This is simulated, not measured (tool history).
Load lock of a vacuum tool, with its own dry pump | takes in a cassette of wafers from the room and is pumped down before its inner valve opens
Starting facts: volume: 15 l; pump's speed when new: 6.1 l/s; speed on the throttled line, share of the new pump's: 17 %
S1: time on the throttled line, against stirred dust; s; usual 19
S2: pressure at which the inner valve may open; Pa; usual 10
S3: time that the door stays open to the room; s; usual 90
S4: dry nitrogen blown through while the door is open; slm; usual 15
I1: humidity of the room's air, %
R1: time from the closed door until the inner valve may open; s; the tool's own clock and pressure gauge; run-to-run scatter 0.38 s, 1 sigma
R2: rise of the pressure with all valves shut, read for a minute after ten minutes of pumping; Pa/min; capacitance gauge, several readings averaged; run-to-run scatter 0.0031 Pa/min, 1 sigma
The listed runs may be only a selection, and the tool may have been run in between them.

run	hour	S1	S2	S3	S4	I1	R1	R2
1	0.0	19	10	90	15	43.1	42.1	0.117
2	333.5	19	10	90	15	45.3	42.1	0.126
3	810.7	19	10	123	15	45.9	41.6	0.154
4	1231.7	19	10	202	15	43.3	42.1	0.205
5	1569.3	19	10	202	42	47.8	42.3	0.172
6	2087.7	19	10	202	42	47.6	42.7	0.176
7	2696.4	19	10	202	8	45.6	42.6	0.258
8	3211.5	19	10	202	31	43.0	43.3	0.202
9	3747.9	23	8	57	14	44.5	47.3	0.159
10	4406.3	19	10	90	31	43.5	43.2	0.179
11	5021.8	26	17	68	31	46.8	47.8	0.186
12	5676.2	24	10	90	15	45.0	48.7	0.225
13	6136.8	24	10	90	15	43.9	48.0	0.235

For some of the steps in R1 from one run to the next: how much would appear even if the tool had no hidden state, given the settings, what came in and random variation, and how much remains for the hidden state plus any gauge scatter that the measured result and the result without hidden state don't share?
Hidden conditions of the tool in this case: pump's speed, % of a new pump's; leak at the door's seal, Pa l/s; drift of the gauge itself on ready_s, %; drift of the gauge itself on rise_pa_min, %.
Run 10 -> 11: S1 19 -> 26, S2 10 -> 17, S3 90 -> 68. R1 +4.6 s: hidden state -0.5, all else +5.1.
Run 11 -> 12: S1 26 -> 24, S2 17 -> 10, S3 68 -> 90, S4 31 -> 15. R1 +0.9 s: hidden state +0.8, all else +0.1.

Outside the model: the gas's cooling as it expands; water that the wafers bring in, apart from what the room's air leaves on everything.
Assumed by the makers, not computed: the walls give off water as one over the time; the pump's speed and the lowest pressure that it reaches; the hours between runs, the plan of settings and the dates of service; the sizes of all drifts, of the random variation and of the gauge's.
